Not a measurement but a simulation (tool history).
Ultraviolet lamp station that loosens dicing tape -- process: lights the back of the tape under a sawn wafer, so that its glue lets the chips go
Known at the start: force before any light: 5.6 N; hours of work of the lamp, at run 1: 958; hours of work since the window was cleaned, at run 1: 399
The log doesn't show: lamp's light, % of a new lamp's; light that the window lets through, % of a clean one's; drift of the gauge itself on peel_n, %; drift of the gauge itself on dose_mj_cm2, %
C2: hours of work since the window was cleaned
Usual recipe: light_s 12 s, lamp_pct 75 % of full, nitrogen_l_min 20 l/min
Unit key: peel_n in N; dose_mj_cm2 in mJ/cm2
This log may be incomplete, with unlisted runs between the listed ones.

{"run": 1, "hour": 0.0, "light_s": 12, "lamp_pct": 75, "nitrogen_l_min": 20, "hours of work of the lamp": 958, "C2": 399, "peel_n": 1.506, "dose_mj_cm2": 138}
{"run": 2, "hour": 30.9, "light_s": 12, "lamp_pct": 75, "nitrogen_l_min": 20, "hours of work of the lamp": 982, "C2": 423, "peel_n": 1.585, "dose_mj_cm2": 135}
{"run": 3, "hour": 65.5, "light_s": 12, "lamp_pct": 75, "nitrogen_l_min": 20, "hours of work of the lamp": 1008, "C2": 450, "peel_n": 1.61, "dose_mj_cm2": 130}
{"run": 4, "hour": 98.9, "light_s": 12, "lamp_pct": 75, "nitrogen_l_min": 20, "hours of work of the lamp": 1034, "C2": 476, "peel_n": 1.66, "dose_mj_cm2": 128}
{"run": 5, "hour": 121.1, "light_s": 12, "lamp_pct": 75, "nitrogen_l_min": 20, "hours of work of the lamp": 1052, "C2": 493, "peel_n": 1.622, "dose_mj_cm2": 126}
{"run": 6, "hour": 138.2, "light_s": 12, "lamp_pct": 75, "nitrogen_l_min": 20, "hours of work of the lamp": 1065, "C2": 506, "peel_n": 1.725, "dose_mj_cm2": 123}
{"hour": 145.8, "done": "window cleaned of glue's vapour"}
{"run": 7, "hour": 169.8, "light_s": 10, "lamp_pct": 75, "nitrogen_l_min": 20, "hours of work of the lamp": 1089, "C2": 19, "peel_n": 2.34, "dose_mj_cm2": 91}
{"run": 8, "hour": 187.4, "light_s": 10, "lamp_pct": 75, "nitrogen_l_min": 20, "hours of work of the lamp": 1103, "C2": 32, "peel_n": 2.533, "dose_mj_cm2": 87}
{"hour": 202.7, "done": "window cleaned of glue's vapour, once more"}
{"run": 9, "hour": 219.1, "light_s": 12, "lamp_pct": 75, "nitrogen_l_min": 20, "hours of work of the lamp": 1127, "C2": 13, "peel_n": 1.4, "dose_mj_cm2": 145}
{"run": 10, "hour": 236.8, "light_s": 12, "lamp_pct": 75, "nitrogen_l_min": 20, "hours of work of the lamp": 1141, "C2": 26, "peel_n": 1.434, "dose_mj_cm2": 139}
{"run": 11, "hour": 261.5, "light_s": 12, "lamp_pct": 75, "nitrogen_l_min": 20, "hours of work of the lamp": 1160, "C2": 46, "peel_n": 1.443, "dose_mj_cm2": 139}
{"run": 12, "hour": 281.5, "light_s": 12, "lamp_pct": 75, "nitrogen_l_min": 20, "hours of work of the lamp": 1175, "C2": 61, "peel_n": 1.447, "dose_mj_cm2": 136}
{"run": 13, "hour": 311.2, "light_s": 12, "lamp_pct": 75, "nitrogen_l_min": 20, "hours of work of the lamp": 1198, "C2": 84, "peel_n": 1.506, "dose_mj_cm2": 135}
{"run": 14, "hour": 329.0, "light_s": 17, "lamp_pct": 75, "nitrogen_l_min": 20, "hours of work of the lamp": 1212, "C2": 98, "peel_n": 0.935, "dose_mj_cm2": 190}
{"run": 15, "hour": 364.1, "light_s": 17, "lamp_pct": 75, "nitrogen_l_min": 20, "hours of work of the lamp": 1240, "C2": 125, "peel_n": 0.928, "dose_mj_cm2": 185}
{"run": 16, "hour": 379.8, "light_s": 17, "lamp_pct": 75, "nitrogen_l_min": 20, "hours of work of the lamp": 1252, "C2": 138, "peel_n": 0.993, "dose_mj_cm2": 186}
{"run": 17, "hour": 398.0, "light_s": 17, "lamp_pct": 75, "nitrogen_l_min": 20, "hours of work of the lamp": 1266, "C2": 152, "peel_n": 1.015, "dose_mj_cm2": 183}
{"run": 18, "hour": 417.1, "light_s": 12, "lamp_pct": 75, "nitrogen_l_min": 20, "hours of work of the lamp": 1281, "C2": 166, "peel_n": 1.613, "dose_mj_cm2": 124}
{"run": 19, "hour": 443.0, "light_s": 12, "lamp_pct": 75, "nitrogen_l_min": 20, "hours of work of the lamp": 1301, "C2": 187, "peel_n": 1.66, "dose_mj_cm2": 130}
{"run": 20, "hour": 466.8, "light_s": 12, "lamp_pct": 75, "nitrogen_l_min": 20, "hours of work of the lamp": 1319, "C2": 205, "peel_n": 1.66, "dose_mj_cm2": 124}
{"run": 21, "hour": 484.6, "light_s": 12, "lamp_pct": 75, "nitrogen_l_min": 20, "hours of work of the lamp": 1333, "C2": 219, "peel_n": 1.689, "dose_mj_cm2": 118}
{"run": 22, "hour": 515.4, "light_s": 12, "lamp_pct": 75, "nitrogen_l_min": 20, "hours of work of the lamp": 1357, "C2": 243, "peel_n": 1.788, "dose_mj_cm2": 115}
{"run": 23, "hour": 541.4, "light_s": 15, "lamp_pct": 99, "nitrogen_l_min": 20, "hours of work of the lamp": 1377, "C2": 263, "peel_n": 0.942, "dose_mj_cm2": 194}
{"run": 24, "hour": 572.7, "light_s": 8, "lamp_pct": 97, "nitrogen_l_min": 25, "hours of work of the lamp": 1401, "C2": 287, "peel_n": 2.087, "dose_mj_cm2": 97}
{"run": 25, "hour": 598.1, "light_s": 7, "lamp_pct": 81, "nitrogen_l_min": 16, "hours of work of the lamp": 1421, "C2": 307, "peel_n": 2.932, "dose_mj_cm2": 70}
{"run": 26, "hour": 630.6, "light_s": 7, "lamp_pct": 81, "nitrogen_l_min": 16, "hours of work of the lamp": 1446, "C2": 332, "peel_n": 2.98, "dose_mj_cm2": 68}
{"run": 27, "hour": 664.9, "light_s": 7, "lamp_pct": 81, "nitrogen_l_min": 16, "hours of work of the lamp": 1473, "C2": 359, "peel_n": 3.12, "dose_mj_cm2": 65}
{"run": 28, "hour": 679.5, "light_s": 7, "lamp_pct": 81, "nitrogen_l_min": 16, "hours of work of the lamp": 1484, "C2": 370, "peel_n": 3.1, "dose_mj_cm2": 69}
{"hour": 712.3, "done": "lamp changed"}
{"run": 29, "hour": 714.8, "light_s": 12, "lamp_pct": 73, "nitrogen_l_min": 20, "hours of work of the lamp": 2, "C2": 397, "peel_n": 0.993, "dose_mj_cm2": 182}
{"run": 30, "hour": 731.8, "light_s": 12, "lamp_pct": 75, "nitrogen_l_min": 16, "hours of work of the lamp": 15, "C2": 410, "peel_n": 1.06, "dose_mj_cm2": 186}
{"run": 31, "hour": 767.3, "light_s": 12, "lamp_pct": 75, "nitrogen_l_min": 16, "hours of work of the lamp": 43, "C2": 438, "peel_n": 1.104, "dose_mj_cm2": 184}
{"run": 32, "hour": 798.4, "light_s": 14, "lamp_pct": 75, "nitrogen_l_min": 10, "hours of work of the lamp": 67, "C2": 462, "peel_n": 1.028, "dose_mj_cm2": 208}
{"run": 33, "hour": 826.2, "light_s": 15, "lamp_pct": 75, "nitrogen_l_min": 10, "hours of work of the lamp": 88, "C2": 483, "peel_n": 0.929, "dose_mj_cm2": 218}
{"run": 34, "hour": 851.5, "light_s": 15, "lamp_pct": 75, "nitrogen_l_min": 10, "hours of work of the lamp": 108, "C2": 503, "peel_n": 1.002, "dose_mj_cm2": 219}
{"hour": 865.5, "done": "window cleaned of glue's vapour"}
{"run": 35, "hour": 882.2, "light_s": 15, "lamp_pct": 71, "nitrogen_l_min": 36, "hours of work of the lamp": 132, "C2": 13, "peel_n": 0.465, "dose_mj_cm2": 246}
{"run": 36, "hour": 910.7, "light_s": 15, "lamp_pct": 65, "nitrogen_l_min": 36, "hours of work of the lamp": 154, "C2": 35, "peel_n": 0.553, "dose_mj_cm2": 225}
{"run": 37, "hour": 942.1, "light_s": 15, "lamp_pct": 65, "nitrogen_l_min": 36, "hours of work of the lamp": 178, "C2": 60, "peel_n": 0.574, "dose_mj_cm2": 220}
{"run": 38, "hour": 966.3, "light_s": 15, "lamp_pct": 65, "nitrogen_l_min": 36, "hours of work of the lamp": 197, "C2": 78, "peel_n": 0.579, "dose_mj_cm2": 215}
{"run": 39, "hour": 991.0, "light_s": 16, "lamp_pct": 77, "nitrogen_l_min": 21, "hours of work of the lamp": 216, "C2": 98, "peel_n": 0.459, "dose_mj_cm2": 270}
{"run": 40, "hour": 1014.5, "light_s": 12, "lamp_pct": 91, "nitrogen_l_min": 11, "hours of work of the lamp": 234, "C2": 116, "peel_n": 0.816, "dose_mj_cm2": 239}
{"run": 41, "hour": 1033.8, "light_s": 12, "lamp_pct": 67, "nitrogen_l_min": 10, "hours of work of the lamp": 249, "C2": 131, "peel_n": 1.393, "dose_mj_cm2": 172}
{"run": 42, "hour": 1056.7, "light_s": 12, "lamp_pct": 66, "nitrogen_l_min": 17, "hours of work of the lamp": 267, "C2": 148, "peel_n": 1.132, "dose_mj_cm2": 165}
{"run": 43, "hour": 1075.8, "light_s": 18, "lamp_pct": 80, "nitrogen_l_min": 20, "hours of work of the lamp": 282, "C2": 163, "peel_n": 0.378, "dose_mj_cm2": 298}

Measured minus without-hidden-state, run by run (identical run-to-run variation in each term; gauge scatter may differ):
run=1 peel_n=+0.814 dose_mj_cm2=-87
run=2 peel_n=+0.877 dose_mj_cm2=-90
run=3 peel_n=+0.906 dose_mj_cm2=-92
run=4 peel_n=+0.947 dose_mj_cm2=-95
run=5 peel_n=+0.940 dose_mj_cm2=-98
run=6 peel_n=+1.007 dose_mj_cm2=-99
run=7 peel_n=+1.396 dose_mj_cm2=-97
run=8 peel_n=+1.511 dose_mj_cm2=-97
run=9 peel_n=+0.698 dose_mj_cm2=-79
run=10 peel_n=+0.732 dose_mj_cm2=-80
run=11 peel_n=+0.748 dose_mj_cm2=-82
run=12 peel_n=+0.764 dose_mj_cm2=-84
run=13 peel_n=+0.812 dose_mj_cm2=-86
run=14 peel_n=+0.577 dose_mj_cm2=-126
run=15 peel_n=+0.585 dose_mj_cm2=-130
run=16 peel_n=+0.630 dose_mj_cm2=-131
run=17 peel_n=+0.650 dose_mj_cm2=-132
run=18 peel_n=+0.921 dose_mj_cm2=-96
run=19 peel_n=+0.968 dose_mj_cm2=-98
run=20 peel_n=+0.982 dose_mj_cm2=-99
run=21 peel_n=+1.005 dose_mj_cm2=-101
run=22 peel_n=+1.080 dose_mj_cm2=-103
run=23 peel_n=+0.663 dose_mj_cm2=-175
run=24 peel_n=+1.232 dose_mj_cm2=-93
run=25 peel_n=+1.371 dose_mj_cm2=-69
run=26 peel_n=+1.418 dose_mj_cm2=-70
run=27 peel_n=+1.510 dose_mj_cm2=-72
run=28 peel_n=+1.510 dose_mj_cm2=-73
run=29 peel_n=+0.240 dose_mj_cm2=-32
run=30 peel_n=+0.263 dose_mj_cm2=-34
run=31 peel_n=+0.296 dose_mj_cm2=-38
run=32 peel_n=+0.304 dose_mj_cm2=-48
run=33 peel_n=+0.304 dose_mj_cm2=-56
run=34 peel_n=+0.342 dose_mj_cm2=-59
run=35 peel_n=+0.052 dose_mj_cm2=-15
run=36 peel_n=+0.076 dose_mj_cm2=-18
run=37 peel_n=+0.095 dose_mj_cm2=-20
run=38 peel_n=+0.106 dose_mj_cm2=-24
run=39 peel_n=+0.094 dose_mj_cm2=-33
run=40 peel_n=+0.169 dose_mj_cm2=-33
run=41 peel_n=+0.249 dose_mj_cm2=-25
run=42 peel_n=+0.238 dose_mj_cm2=-28
run=43 peel_n=+0.102 dose_mj_cm2=-53
